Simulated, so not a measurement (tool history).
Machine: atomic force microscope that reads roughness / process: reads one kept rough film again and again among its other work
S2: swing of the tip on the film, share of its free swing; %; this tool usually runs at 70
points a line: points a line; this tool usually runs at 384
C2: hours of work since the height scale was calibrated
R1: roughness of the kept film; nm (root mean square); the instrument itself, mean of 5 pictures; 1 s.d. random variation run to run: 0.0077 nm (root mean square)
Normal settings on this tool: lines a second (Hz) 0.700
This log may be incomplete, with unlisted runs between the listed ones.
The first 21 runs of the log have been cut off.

{"run": 22, "hour": 280.0, "lines a second (Hz)": 0.7, "S2": 70, "points a line": 384, "pictures with this tip": 78, "C2": 247, "R1": 1.316}
{"hour": 281.7, "done": "new tip fitted"}
{"run": 23, "hour": 293.3, "lines a second (Hz)": 0.7, "S2": 70, "points a line": 384, "pictures with this tip": 17, "C2": 253, "R1": 1.567}
{"run": 24, "hour": 311.4, "lines a second (Hz)": 0.7, "S2": 70, "points a line": 384, "pictures with this tip": 42, "C2": 261, "R1": 1.461}
{"run": 25, "hour": 323.0, "lines a second (Hz)": 0.7, "S2": 70, "points a line": 445, "pictures with this tip": 59, "C2": 267, "R1": 1.4}
{"run": 26, "hour": 335.6, "lines a second (Hz)": 3.49, "S2": 89, "points a line": 384, "pictures with this tip": 77, "C2": 272, "R1": 0.863}
{"hour": 337.6, "done": "new tip fitted"}
{"run": 27, "hour": 348.1, "lines a second (Hz)": 2.108, "S2": 73, "points a line": 491, "pictures with this tip": 15, "C2": 278, "R1": 1.427}
{"hour": 350.4, "done": "height scale calibrated on a step standard"}
{"run": 28, "hour": 357.6, "lines a second (Hz)": 0.752, "S2": 85, "points a line": 824, "pictures with this tip": 27, "C2": 3, "R1": 1.47}
{"run": 29, "hour": 370.7, "lines a second (Hz)": 1.548, "S2": 57, "points a line": 384, "pictures with this tip": 46, "C2": 10, "R1": 1.444}
{"run": 30, "hour": 384.8, "lines a second (Hz)": 2.731, "S2": 82, "points a line": 400, "pictures with this tip": 66, "C2": 16, "R1": 1.059}
{"hour": 395.5, "done": "new tip fitted"}
{"run": 31, "hour": 397.5, "lines a second (Hz)": 2.731, "S2": 82, "points a line": 400, "pictures with this tip": 3, "C2": 22, "R1": 1.263}
{"run": 32, "hour": 413.9, "lines a second (Hz)": 0.7, "S2": 87, "points a line": 384, "pictures with this tip": 26, "C2": 30, "R1": 1.411}
{"run": 33, "hour": 423.9, "lines a second (Hz)": 0.7, "S2": 87, "points a line": 384, "pictures with this tip": 40, "C2": 34, "R1": 1.37}
{"run": 34, "hour": 434.5, "lines a second (Hz)": 0.7, "S2": 87, "points a line": 384, "pictures with this tip": 56, "C2": 39, "R1": 1.309}
{"hour": 445.5, "done": "height scale calibrated on a step standard, once more"}
{"run": 35, "hour": 447.1, "lines a second (Hz)": 3.683, "S2": 70, "points a line": 340, "pictures with this tip": 72, "C2": 1, "R1": 1.112}
{"hour": 453.6, "done": "new tip fitted"}
{"run": 36, "hour": 456.2, "lines a second (Hz)": 1.022, "S2": 86, "points a line": 275, "pictures with this tip": 3, "C2": 5, "R1": 1.455}
{"run": 37, "hour": 471.9, "lines a second (Hz)": 2.007, "S2": 69, "points a line": 427, "pictures with this tip": 26, "C2": 12, "R1": 1.436}
{"run": 38, "hour": 485.5, "lines a second (Hz)": 0.7, "S2": 70, "points a line": 284, "pictures with this tip": 45, "C2": 19, "R1": 1.425}
{"run": 39, "hour": 493.7, "lines a second (Hz)": 1.707, "S2": 75, "points a line": 959, "pictures with this tip": 56, "C2": 22, "R1": 1.29}
{"run": 40, "hour": 502.6, "lines a second (Hz)": 0.7, "S2": 70, "points a line": 420, "pictures with this tip": 69, "C2": 27, "R1": 1.358}
{"hour": 510.5, "done": "new tip fitted"}
{"run": 41, "hour": 511.6, "lines a second (Hz)": 3.496, "S2": 71, "points a line": 285, "pictures with this tip": 1, "C2": 31, "R1": 1.368}
{"run": 42, "hour": 521.7, "lines a second (Hz)": 3.496, "S2": 71, "points a line": 285, "pictures with this tip": 16, "C2": 35, "R1": 1.278}
{"run": 43, "hour": 530.1, "lines a second (Hz)": 3.496, "S2": 71, "points a line": 285, "pictures with this tip": 27, "C2": 39, "R1": 1.255}
{"run": 44, "hour": 540.8, "lines a second (Hz)": 3.496, "S2": 59, "points a line": 719, "pictures with this tip": 43, "C2": 44, "R1": 1.38}
{"run": 45, "hour": 554.1, "lines a second (Hz)": 0.752, "S2": 64, "points a line": 565, "pictures with this tip": 62, "C2": 50, "R1": 1.403}

Each row is a separate what-if for the run after 45, all from the same tool condition, not one after another. Results?
{"run": "A", "hour": 565.4, "lines a second (Hz)": 2.494, "S2": 90, "points a line": 836, "pictures with this tip": 78, "C2": 56, "R1": "?"}
{"run": "B", "hour": 565.4, "lines a second (Hz)": 0.632, "S2": 86, "points a line": 565, "pictures with this tip": 78, "C2": 56, "R1": "?"}
{"run": "C", "hour": 565.4, "lines a second (Hz)": 0.7, "S2": 87, "points a line": 337, "pictures with this tip": 78, "C2": 56, "R1": "?"}
{"run": "D", "hour": 565.4, "lines a second (Hz)": 0.617, "S2": 75, "points a line": 488, "pictures with this tip": 78, "C2": 56, "R1": "?"}
{"run": "E", "hour": 565.4, "lines a second (Hz)": 0.7, "S2": 82, "points a line": 384, "pictures with this tip": 78, "C2": 56, "R1": "?"}

run=A R1=0.959
run=B R1=1.262
run=C R1=1.227
run=D R1=1.308
run=E R1=1.260
Without the tool's hidden state the same runs would have given:
run=A R1=1.214
run=B R1=1.595
run=C R1=1.552
run=D R1=1.656
run=E R1=1.593
